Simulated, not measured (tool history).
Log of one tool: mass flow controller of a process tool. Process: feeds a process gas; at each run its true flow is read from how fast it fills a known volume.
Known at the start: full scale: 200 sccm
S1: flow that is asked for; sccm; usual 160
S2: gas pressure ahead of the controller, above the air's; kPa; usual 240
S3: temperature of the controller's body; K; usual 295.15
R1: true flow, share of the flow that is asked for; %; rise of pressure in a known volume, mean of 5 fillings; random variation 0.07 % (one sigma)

run 1 day=0 | S1=160 S2=240 S3=295.15 | R1=99.27
run 2 day=2.792 | S1=160 S2=240 S3=295.15 | R1=99.38
run 3 day=8.129 | S1=160 S2=240 S3=295.15 | R1=99.35
run 4 day=15.004 | S1=160 S2=240 S3=295.15 | R1=99.35
run 5 day=18.512 | S1=160 S2=240 S3=295.15 | R1=99.43
run 6 day=25.333 | S1=160 S2=254 S3=295.15 | R1=99.45
run 7 day=30.821 | S1=160 S2=212 S3=295.15 | R1=99.25
run 8 day=34.95 | S1=160 S2=212 S3=295.15 | R1=99.36
run 9 day=40.525 | S1=160 S2=212 S3=295.15 | R1=99.18
run 10 day=46.583 | S1=160 S2=212 S3=295.15 | R1=99.21
run 11 day=49.462 | S1=160 S2=240 S3=295.15 | R1=99.43
run 12 day=53.117 | S1=92 S2=240 S3=295.15 | R1=98.7
run 13 day=56.012 | S1=92 S2=240 S3=295.15 | R1=98.77
run 14 day=62.7 | S1=160 S2=240 S3=311.15 | R1=101.3
run 15 day=68.904 | S1=160 S2=170 S3=295.15 | R1=99.42
run 16 day=71.662 | S1=160 S2=202 S3=305.15 | R1=100.49
run 17 day=74.45 | S1=135 S2=240 S3=295.15 | R1=99.32
run 18 day=80.412 | S1=116 S2=167 S3=295.15 | R1=97.56
run 19 day=83.65 | S1=24 S2=155 S3=295.15 | R1=95.97
run 20 day=88.083 | S1=24 S2=144 S3=301.15 | R1=96.64
run 21 day=91.129 | S1=24 S2=144 S3=298.15 | R1=96.46
run 22 day=95.704 | S1=24 S2=144 S3=309.15 | R1=97.51
run 23 day=98.508 | S1=29 S2=240 S3=302.15 | R1=97.37
run 24 day=104.738 | S1=20 S2=149 S3=295.15 | R1=96.37
run 25 day=111.533 | S1=91 S2=188 S3=295.15 | R1=97.21
run 26 day=116.6 | S1=23 S2=192 S3=295.15 | R1=96.68
run 27 day=121.617 | S1=23 S2=192 S3=295.15 | R1=96.97
run 28 day=125.138 | S1=41 S2=199 S3=296.15 | R1=96.84
run 29 day=130.846 | S1=81 S2=187 S3=294.15 | R1=97.19

Not shown: 2 entries that the log had between the listed runs. Between which runs, and how does the tool's hidden state differ before and after?
Between runs 13 and 14: controller's zero set anew (day 56.333)
  flow at rest that the sensor doesn't see, % of full scale: 0.557 -> 0.76; true flow over the shown one, %: -0.52 -> -0.54
  measured less the result without the state, R1: +0.69 -> +0.42 %
Between runs 17 and 18: controller's zero set anew, once more (day 80.35)
  flow at rest that the sensor doesn't see, % of full scale: 0.79 -> 0.015; true flow over the shown one, %: -0.57 -> -0.59
  measured less the result without the state, R1: +0.6 -> -0.57 %

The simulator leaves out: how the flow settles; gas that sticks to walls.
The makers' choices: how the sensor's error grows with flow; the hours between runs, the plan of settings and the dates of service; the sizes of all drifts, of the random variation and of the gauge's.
